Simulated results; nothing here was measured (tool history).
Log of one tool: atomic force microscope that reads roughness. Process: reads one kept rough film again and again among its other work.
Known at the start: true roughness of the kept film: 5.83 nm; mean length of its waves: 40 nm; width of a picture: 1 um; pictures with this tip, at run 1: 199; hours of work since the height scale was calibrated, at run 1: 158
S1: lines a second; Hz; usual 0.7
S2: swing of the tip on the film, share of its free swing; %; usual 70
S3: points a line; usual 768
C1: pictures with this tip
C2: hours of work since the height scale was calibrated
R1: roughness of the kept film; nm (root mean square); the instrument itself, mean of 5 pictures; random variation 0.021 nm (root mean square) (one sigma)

Run 1, day 0: usual settings; C1 199; C2 158. Result: R1 4.292 nm (root mean square).
Run 2, day 0.6: usual settings; C1 223; C2 166. Result: R1 4.188 nm (root mean square).
At day 1.058: new tip fitted.
Run 3, day 1.296: usual settings; C1 9; C2 174. Result: R1 5.139 nm (root mean square).
Run 4, day 2.162: usual settings; C1 43; C2 184. Result: R1 5.026 nm (root mean square).
Run 5, day 2.633: usual settings but S2 57 %; C1 61; C2 190. Result: R1 5.013 nm (root mean square).
Run 6, day 3.533: usual settings but S2 57 %, S3 505; C1 96; C2 201. Result: R1 4.888 nm (root mean square).
At day 3.633: height scale calibrated on a step standard.
Run 7, day 4.429: usual settings but S1 2.804 Hz, S2 61 %, S3 291; C1 130; C2 10. Result: R1 4.381 nm (root mean square).
Run 8, day 5.075: usual settings but S1 1.181 Hz; C1 155; C2 18. Result: R1 4.395 nm (root mean square).
Run 9, day 5.625: usual settings but S1 1.181 Hz; C1 177; C2 24. Result: R1 4.303 nm (root mean square).
Run 10, day 6.1: usual settings but S1 0.657 Hz, S2 81 %, S3 308; C1 195; C2 30. Result: R1 4.215 nm (root mean square).
At day 6.383: height scale calibrated on a step standard, once more.
Run 11, day 6.975: usual settings but S1 1.044 Hz, S2 81 %, S3 261; C1 228; C2 7. Result: R1 3.906 nm (root mean square).
At day 7.312: new tip fitted.
Run 12, day 7.717: usual settings but S2 81 %, S3 796; C1 16; C2 16. Result: R1 4.926 nm (root mean square).

Forecast each of these 5 alternatives for the next run:
Run A, day 8.504: usual settings but S2 80 %; C1 47; C2 26. Result: R1 ?.
Run B, day 8.504: usual settings but S2 81 %, S3 327; C1 47; C2 26. Result: R1 ?.
Run C, day 8.504: usual settings but S1 3.018 Hz, S2 61 %, S3 716; C1 47; C2 26. Result: R1 ?.
Run D, day 8.504: usual settings but S1 3.095 Hz, S2 81 %, S3 403; C1 47; C2 26. Result: R1 ?.
Run E, day 8.504: usual settings but S1 1.462 Hz, S2 81 %, S3 915; C1 47; C2 26. Result: R1 ?.

run     R1
  A  4.812
  B  4.747
  C  4.641
  D  3.874
  E   4.46
Without the tool's hidden state the same runs would have given:
run     R1
  A  5.093
  B  5.025
  C  4.912
  D  4.101
  E  4.721
